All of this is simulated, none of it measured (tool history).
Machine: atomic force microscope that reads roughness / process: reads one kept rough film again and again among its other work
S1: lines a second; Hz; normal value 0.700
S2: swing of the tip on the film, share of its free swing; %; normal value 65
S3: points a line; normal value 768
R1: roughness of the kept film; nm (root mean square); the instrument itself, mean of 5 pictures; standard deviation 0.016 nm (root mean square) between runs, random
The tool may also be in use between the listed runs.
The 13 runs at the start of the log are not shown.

{"run": 14, "hour": 117.6, "S1": 0.7, "S2": 78, "S3": 768, "R1": 3.22}
{"hour": 119.9, "done": "height scale calibrated on a step standard"}
{"run": 15, "hour": 131.4, "S1": 0.7, "S2": 68, "S3": 768, "R1": 3.256}
{"run": 16, "hour": 136.9, "S1": 0.7, "S2": 71, "S3": 768, "R1": 3.191}
{"run": 17, "hour": 148.0, "S1": 0.7, "S2": 71, "S3": 528, "R1": 3.134}
{"run": 18, "hour": 156.9, "S1": 0.7, "S2": 65, "S3": 738, "R1": 3.18}
{"run": 19, "hour": 168.3, "S1": 2.936, "S2": 65, "S3": 738, "R1": 2.918}
{"run": 20, "hour": 175.6, "S1": 0.7, "S2": 84, "S3": 768, "R1": 2.992}
{"run": 21, "hour": 188.4, "S1": 0.7, "S2": 65, "S3": 261, "R1": 2.981}
{"hour": 190.4, "done": "height scale calibrated on a step standard, once more"}
{"run": 22, "hour": 199.3, "S1": 0.7, "S2": 65, "S3": 865, "R1": 3.06}
{"run": 23, "hour": 207.6, "S1": 0.7, "S2": 65, "S3": 865, "R1": 3.051}
{"run": 24, "hour": 219.2, "S1": 0.7, "S2": 65, "S3": 865, "R1": 3.026}
{"hour": 221.9, "done": "new tip fitted"}
{"run": 25, "hour": 226.7, "S1": 0.587, "S2": 65, "S3": 865, "R1": 3.912}
{"run": 26, "hour": 235.7, "S1": 0.587, "S2": 65, "S3": 865, "R1": 3.856}
{"run": 27, "hour": 241.2, "S1": 0.7, "S2": 64, "S3": 517, "R1": 3.802}
{"run": 28, "hour": 249.1, "S1": 0.659, "S2": 79, "S3": 833, "R1": 3.688}
{"run": 29, "hour": 254.7, "S1": 0.659, "S2": 79, "S3": 833, "R1": 3.668}
{"run": 30, "hour": 260.6, "S1": 0.7, "S2": 60, "S3": 471, "R1": 3.744}
{"run": 31, "hour": 270.3, "S1": 0.7, "S2": 60, "S3": 471, "R1": 3.687}
{"run": 32, "hour": 283.1, "S1": 0.707, "S2": 83, "S3": 471, "R1": 3.465}

Expected results for the next run?
{"run": 33, "hour": 295.2, "S1": 0.707, "S2": 83, "S3": 471, "R1": "?"}

R1: 3.422 nm (root mean square)
Without the tool's hidden state the same run would have given R1 3.786 nm (root mean square).

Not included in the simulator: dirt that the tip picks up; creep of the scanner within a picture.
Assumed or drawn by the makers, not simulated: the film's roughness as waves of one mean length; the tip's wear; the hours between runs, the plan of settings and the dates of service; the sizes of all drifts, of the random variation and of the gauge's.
